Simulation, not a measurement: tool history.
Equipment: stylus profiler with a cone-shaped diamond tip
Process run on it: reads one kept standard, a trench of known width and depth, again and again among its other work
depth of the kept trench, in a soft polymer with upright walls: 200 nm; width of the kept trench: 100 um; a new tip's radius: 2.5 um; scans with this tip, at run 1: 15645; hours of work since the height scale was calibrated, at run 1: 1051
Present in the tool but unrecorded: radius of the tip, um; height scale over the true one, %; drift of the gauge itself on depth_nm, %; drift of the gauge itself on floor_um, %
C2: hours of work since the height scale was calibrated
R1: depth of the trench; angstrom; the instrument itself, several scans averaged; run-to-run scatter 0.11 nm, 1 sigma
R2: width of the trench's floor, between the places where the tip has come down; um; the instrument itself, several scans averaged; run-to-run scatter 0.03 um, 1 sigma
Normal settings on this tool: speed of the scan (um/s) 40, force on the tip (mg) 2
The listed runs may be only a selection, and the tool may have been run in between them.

run 1 hour=0 | speed_of_the_scan_(um/s)=40 force_on_the_tip_(mg)=2 | scans_with_this_tip=15645 C2=1051 | R1=2003.8 R2=97.21
run 2 hour=31.7 | speed_of_the_scan_(um/s)=40 force_on_the_tip_(mg)=1.13 | scans_with_this_tip=15986 C2=1074 | R1=2000.5 R2=97.07
run 3 hour=69.8 | speed_of_the_scan_(um/s)=40 force_on_the_tip_(mg)=1.13 | scans_with_this_tip=16395 C2=1102 | R1=1999.4 R2=97.05
run 4 hour=96.8 | speed_of_the_scan_(um/s)=40 force_on_the_tip_(mg)=2.97 | scans_with_this_tip=16685 C2=1121 | R1=2008.3 R2=97.19
run 5 hour=133.8 | speed_of_the_scan_(um/s)=40 force_on_the_tip_(mg)=2.97 | scans_with_this_tip=17083 C2=1148 | R1=2006.4 R2=97.19
run 6 hour=159.6 | speed_of_the_scan_(um/s)=40 force_on_the_tip_(mg)=2.97 | scans_with_this_tip=17360 C2=1167 | R1=2007.4 R2=97.16
run 7 hour=195.5 | speed_of_the_scan_(um/s)=40 force_on_the_tip_(mg)=2 | scans_with_this_tip=17746 C2=1193 | R1=2001.7 R2=97.09
run 8 hour=235.5 | speed_of_the_scan_(um/s)=40 force_on_the_tip_(mg)=2 | scans_with_this_tip=18175 C2=1221 | R1=2003.4 R2=97.09
run 9 hour=262.7 | speed_of_the_scan_(um/s)=40 force_on_the_tip_(mg)=2 | scans_with_this_tip=18467 C2=1241 | R1=2003.4 R2=97.05
run 10 hour=280.1 | speed_of_the_scan_(um/s)=51 force_on_the_tip_(mg)=2 | scans_with_this_tip=18655 C2=1254 | R1=2001.3 R2=96.99
run 11 hour=308.3 | speed_of_the_scan_(um/s)=51 force_on_the_tip_(mg)=2 | scans_with_this_tip=18957 C2=1274 | R1=2002.4 R2=96.99
run 12 hour=335.7 | speed_of_the_scan_(um/s)=12 force_on_the_tip_(mg)=5.08 | scans_with_this_tip=19251 C2=1294 | R1=2012.5 R2=97.24
run 13 hour=366.6 | speed_of_the_scan_(um/s)=25 force_on_the_tip_(mg)=1.13 | scans_with_this_tip=19583 C2=1316 | R1=1995.1 R2=97.08
run 14 hour=407.2 | speed_of_the_scan_(um/s)=25 force_on_the_tip_(mg)=1.13 | scans_with_this_tip=20020 C2=1345 | R1=1998 R2=97.04
run 15 hour=445.6 | speed_of_the_scan_(um/s)=25 force_on_the_tip_(mg)=1.13 | scans_with_this_tip=20432 C2=1373 | R1=1999 R2=97.02
run 16 hour=484.5 | speed_of_the_scan_(um/s)=49 force_on_the_tip_(mg)=0.71 | scans_with_this_tip=20850 C2=1401 | R1=1994.7 R2=96.7
run 17 hour=523.4 | speed_of_the_scan_(um/s)=11 force_on_the_tip_(mg)=0.67 | scans_with_this_tip=21268 C2=1429 | R1=1992.4 R2=97.09
run 18 hour=544.2 | speed_of_the_scan_(um/s)=60 force_on_the_tip_(mg)=0.73 | scans_with_this_tip=21492 C2=1444 | R1=1994.2 R2=96.64
run 19 hour=575.4 | speed_of_the_scan_(um/s)=19 force_on_the_tip_(mg)=1.04 | scans_with_this_tip=21827 C2=1467 | R1=1994.5 R2=97

For each run, the measured value with the value that run would have given without the tool's hidden condition subtracted. The run-to-run variation is shared by both, the gauge scatter possibly not:
run=1 R1=-9.6 R2=-0.64
run=2 R1=-9.8 R2=-0.65
run=3 R1=-10.1 R2=-0.67
run=4 R1=-10.3 R2=-0.68
run=5 R1=-10.5 R2=-0.7
run=6 R1=-10.8 R2=-0.7
run=7 R1=-11 R2=-0.72
run=8 R1=-11.2 R2=-0.73
run=9 R1=-11.4 R2=-0.74
run=10 R1=-11.5 R2=-0.75
run=11 R1=-11.7 R2=-0.75
run=12 R1=-11.9 R2=-0.76
run=13 R1=-12 R2=-0.77
run=14 R1=-12.3 R2=-0.79
run=15 R1=-12.5 R2=-0.8
run=16 R1=-12.8 R2=-0.82
run=17 R1=-13 R2=-0.83
run=18 R1=-13.2 R2=-0.83
run=19 R1=-13.4 R2=-0.85

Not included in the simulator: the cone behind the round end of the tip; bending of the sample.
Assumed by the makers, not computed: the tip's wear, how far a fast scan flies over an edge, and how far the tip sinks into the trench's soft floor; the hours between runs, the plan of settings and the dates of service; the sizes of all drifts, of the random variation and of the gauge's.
